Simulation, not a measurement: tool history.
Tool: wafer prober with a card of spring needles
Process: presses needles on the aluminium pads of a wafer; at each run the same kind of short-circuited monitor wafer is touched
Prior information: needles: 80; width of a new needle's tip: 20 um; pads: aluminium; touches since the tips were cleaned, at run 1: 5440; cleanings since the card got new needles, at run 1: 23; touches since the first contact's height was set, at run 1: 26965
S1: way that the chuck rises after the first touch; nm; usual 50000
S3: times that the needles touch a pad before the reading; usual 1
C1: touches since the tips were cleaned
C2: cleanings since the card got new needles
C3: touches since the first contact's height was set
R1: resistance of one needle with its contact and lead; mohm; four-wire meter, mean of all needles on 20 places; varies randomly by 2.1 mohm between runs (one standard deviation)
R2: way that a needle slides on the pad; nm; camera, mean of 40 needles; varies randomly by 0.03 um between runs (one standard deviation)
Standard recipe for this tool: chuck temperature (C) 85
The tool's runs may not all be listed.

Run 1, day 0: usual settings; C1 5440; C2 23; C3 26965. Result: R1 230 mohm, R2 13970 nm.
At day 1.046: tips cleaned on abrasive film.
Run 2, day 1.579: usual settings; C1 1815; C2 24; C3 32330. Result: R1 230 mohm, R2 13960 nm.
Run 3, day 2.742: usual settings; C1 5761; C2 24; C3 36276. Result: R1 229 mohm, R2 13960 nm.
At day 3.654: tips cleaned on abrasive film.
Run 4, day 4.525: usual settings; C1 2958; C2 25; C3 42328. Result: R1 226 mohm, R2 13970 nm.
At day 6.246: tips cleaned on abrasive film.
Run 5, day 6.688: usual settings; C1 1501; C2 26; C3 49677. Result: R1 229 mohm, R2 13960 nm.
At day 8.842: tips cleaned on abrasive film.
Run 6, day 8.842: usual settings; C1 0; C2 27; C3 56992. Result: R1 227 mohm, R2 13990 nm.
Run 7, day 10.529: usual settings but S3 2; C1 5746; C2 27; C3 62738. Result: R1 228 mohm, R2 13990 nm.
At day 11.438: tips cleaned on abrasive film.
Run 8, day 12.308: usual settings but S3 2; C1 2953; C2 28; C3 68766. Result: R1 230 mohm, R2 13970 nm.
At day 14.038: tips cleaned on abrasive film.
Run 9, day 14.092: usual settings but S1 68000 nm, chuck temperature (C) 39, S3 2; C1 197; C2 29; C3 74829. Result: R1 212 mohm, R2 19040 nm.
Run 10, day 16.275: usual settings but S1 38000 nm, chuck temperature (C) 33, S3 3; C1 7613; C2 29; C3 82245. Result: R1 220 mohm, R2 10650 nm.
At day 16.658: tips cleaned on abrasive film.
Run 11, day 17.604: usual settings but S1 38000 nm, chuck temperature (C) 33, S3 3; C1 3215; C2 30; C3 86758. Result: R1 224 mohm, R2 10660 nm.
Run 12, day 18.842: usual settings but S1 65000 nm, chuck temperature (C) 107; C1 7426; C2 30; C3 90969. Result: R1 230 mohm, R2 18230 nm.
At day 19.362: tips cleaned on abrasive film.
Run 13, day 20.371: usual settings but S1 57000 nm, chuck temperature (C) 86, S3 2; C1 3436; C2 31; C3 96156. Result: R1 225 mohm, R2 15900 nm.
Run 14, day 21.308: usual settings but S1 48000 nm, chuck temperature (C) 78, S3 2; C1 6626; C2 31; C3 99346. Result: R1 226 mohm, R2 13360 nm.
At day 22.033: tips cleaned on abrasive film.
Run 15, day 22.846: usual settings but S1 31000 nm, chuck temperature (C) 89; C1 2772; C2 32; C3 104566. Result: R1 243 mohm, R2 8630 nm.
Run 16, day 23.812: usual settings but S1 45000 nm, chuck temperature (C) 87; C1 6065; C2 32; C3 107859. Result: R1 234 mohm, R2 12620 nm.

Predict each of these 4 candidate next runs independently; none follows another, all start after run 16:
At day 24.696: tips cleaned on abrasive film.
Run A, day 25.029: usual settings but S1 45000 nm, chuck temperature (C) 122; C1 1138; C2 33; C3 111982. Result: R1 ?, R2 ?.
At day 24.696: tips cleaned on abrasive film.
Run B, day 25.029: usual settings but S1 67000 nm, chuck temperature (C) 39; C1 1138; C2 33; C3 111982. Result: R1 ?, R2 ?.
At day 24.696: tips cleaned on abrasive film.
Run C, day 25.029: usual settings but S1 33000 nm, chuck temperature (C) 40, S3 2; C1 1138; C2 33; C3 111982. Result: R1 ?, R2 ?.
At day 24.696: tips cleaned on abrasive film.
Run D, day 25.029: usual settings but S1 36000 nm, chuck temperature (C) 35; C1 1138; C2 33; C3 111982. Result: R1 ?, R2 ?.

run   R1     R2
  A  242  12620
  B  215  18730
  C  227   9220
  D  221  10020
With the hidden condition removed and each run's random variation left untouched, the same runs would have given:
run   R1     R2
  A  242  12630
  B  214  18730
  C  226   9220
  D  220  10020
